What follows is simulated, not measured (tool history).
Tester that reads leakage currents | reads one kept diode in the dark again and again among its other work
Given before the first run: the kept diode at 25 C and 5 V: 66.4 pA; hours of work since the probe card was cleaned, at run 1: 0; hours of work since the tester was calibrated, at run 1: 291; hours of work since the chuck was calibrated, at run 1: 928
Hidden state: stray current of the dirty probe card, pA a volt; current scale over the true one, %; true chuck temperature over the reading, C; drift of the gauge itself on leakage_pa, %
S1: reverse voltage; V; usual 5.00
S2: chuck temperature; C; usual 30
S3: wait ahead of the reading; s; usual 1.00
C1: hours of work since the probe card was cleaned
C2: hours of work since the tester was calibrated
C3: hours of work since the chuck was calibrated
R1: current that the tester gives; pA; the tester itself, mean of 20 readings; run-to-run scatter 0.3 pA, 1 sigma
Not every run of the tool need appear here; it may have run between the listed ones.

{"run": 1, "day": 0.0, "S1": 5.0, "S2": 30, "S3": 1.0, "C1": 0, "C2": 291, "C3": 928, "R1": 109.1}
{"run": 2, "day": 7.05, "S1": 5.0, "S2": 30, "S3": 1.0, "C1": 74, "C2": 365, "C3": 1003, "R1": 109.79}
{"run": 3, "day": 12.025, "S1": 5.0, "S2": 30, "S3": 1.0, "C1": 127, "C2": 417, "C3": 1055, "R1": 110.83}
{"run": 4, "day": 18.729, "S1": 5.0, "S2": 30, "S3": 1.0, "C1": 198, "C2": 488, "C3": 1126, "R1": 112.45}
{"run": 5, "day": 23.458, "S1": 5.0, "S2": 30, "S3": 1.0, "C1": 247, "C2": 538, "C3": 1176, "R1": 113.13}
{"run": 6, "day": 26.596, "S1": 5.0, "S2": 30, "S3": 1.0, "C1": 280, "C2": 571, "C3": 1209, "R1": 113.04}
{"run": 7, "day": 32.433, "S1": 5.0, "S2": 30, "S3": 5.84, "C1": 342, "C2": 633, "C3": 1270, "R1": 112.74}
{"run": 8, "day": 36.588, "S1": 5.0, "S2": 30, "S3": 5.84, "C1": 386, "C2": 676, "C3": 1314, "R1": 114.18}
{"run": 9, "day": 40.933, "S1": 5.0, "S2": 30, "S3": 1.0, "C1": 432, "C2": 722, "C3": 1360, "R1": 116.42}
{"run": 10, "day": 44.846, "S1": 5.0, "S2": 30, "S3": 1.0, "C1": 473, "C2": 764, "C3": 1401, "R1": 117.03}
{"run": 11, "day": 50.117, "S1": 5.0, "S2": 30, "S3": 1.0, "C1": 529, "C2": 819, "C3": 1457, "R1": 118.31}
{"run": 12, "day": 57.329, "S1": 8.06, "S2": 30, "S3": 1.0, "C1": 605, "C2": 895, "C3": 1533, "R1": 155.73}
{"run": 13, "day": 63.154, "S1": 8.06, "S2": 30, "S3": 1.0, "C1": 666, "C2": 957, "C3": 1594, "R1": 157.87}
{"run": 14, "day": 67.892, "S1": 8.06, "S2": 30, "S3": 1.0, "C1": 716, "C2": 1007, "C3": 1644, "R1": 159.37}
{"day": 71.208, "done": "chuck's temperature calibrated"}
{"run": 15, "day": 74.633, "S1": 7.36, "S2": 30, "S3": 1.0, "C1": 786, "C2": 1077, "C3": 36, "R1": 133.43}
{"run": 16, "day": 81.288, "S1": 7.36, "S2": 30, "S3": 1.0, "C1": 856, "C2": 1147, "C3": 106, "R1": 135.44}
{"run": 17, "day": 84.954, "S1": 7.36, "S2": 30, "S3": 1.0, "C1": 895, "C2": 1186, "C3": 145, "R1": 136.18}
{"run": 18, "day": 89.796, "S1": 7.36, "S2": 30, "S3": 1.0, "C1": 946, "C2": 1237, "C3": 196, "R1": 137.86}
{"run": 19, "day": 94.554, "S1": 15.5, "S2": 26, "S3": 0.86, "C1": 996, "C2": 1287, "C3": 246, "R1": 168.58}
{"run": 20, "day": 97.667, "S1": 15.5, "S2": 26, "S3": 0.86, "C1": 1029, "C2": 1320, "C3": 279, "R1": 170.64}
{"run": 21, "day": 104.321, "S1": 5.0, "S2": 40, "S3": 0.6, "C1": 1099, "C2": 1390, "C3": 349, "R1": 221.46}
{"run": 22, "day": 109.046, "S1": 5.0, "S2": 20, "S3": 5.95, "C1": 1149, "C2": 1440, "C3": 399, "R1": 57.46}
{"run": 23, "day": 116.312, "S1": 7.2, "S2": 30, "S3": 0.35, "C1": 1226, "C2": 1516, "C3": 476, "R1": 147.51}
{"run": 24, "day": 121.962, "S1": 3.77, "S2": 38, "S3": 0.35, "C1": 1285, "C2": 1576, "C3": 535, "R1": 172.17}
{"day": 125.092, "done": "probe card cleaned and baked"}
{"run": 25, "day": 129.017, "S1": 3.01, "S2": 56, "S3": 0.87, "C1": 41, "C2": 1649, "C3": 608, "R1": 485.8}
{"run": 26, "day": 132.004, "S1": 5.0, "S2": 31, "S3": 0.31, "C1": 73, "C2": 1681, "C3": 640, "R1": 117.66}
{"run": 27, "day": 137.858, "S1": 6.5, "S2": 30, "S3": 4.7, "C1": 135, "C2": 1742, "C3": 702, "R1": 119.85}
{"run": 28, "day": 142.679, "S1": 6.5, "S2": 30, "S3": 4.7, "C1": 185, "C2": 1793, "C3": 752, "R1": 121.12}
{"run": 29, "day": 149.483, "S1": 5.0, "S2": 30, "S3": 0.36, "C1": 257, "C2": 1865, "C3": 824, "R1": 111.11}

Hidden state or all else? Some run-to-run changes of R1, split into what the settings, what came in and random variation would give without the hidden state, and what is left for the hidden state (with any gauge scatter that isn't in both results):
Run 14 -> 15: S1 8.06 -> 7.36, chuck's temperature calibrated. R1 -25.94 pA: hidden state -20.04, all else -5.90.
Run 20 -> 21: S1 15.50 -> 5.00, S2 26 -> 40, S3 0.86 -> 0.60. R1 +50.82 pA: hidden state -19.16, all else +69.98.
Run 24 -> 25: S1 3.77 -> 3.01, S2 38 -> 56, S3 0.35 -> 0.87, probe card cleaned and baked. R1 +313.63 pA: hidden state +1.30, all else +312.33.
Run 25 -> 26: S1 3.01 -> 5.00, S2 56 -> 31, S3 0.87 -> 0.31. R1 -368.14 pA: hidden state -10.56, all else -357.58.

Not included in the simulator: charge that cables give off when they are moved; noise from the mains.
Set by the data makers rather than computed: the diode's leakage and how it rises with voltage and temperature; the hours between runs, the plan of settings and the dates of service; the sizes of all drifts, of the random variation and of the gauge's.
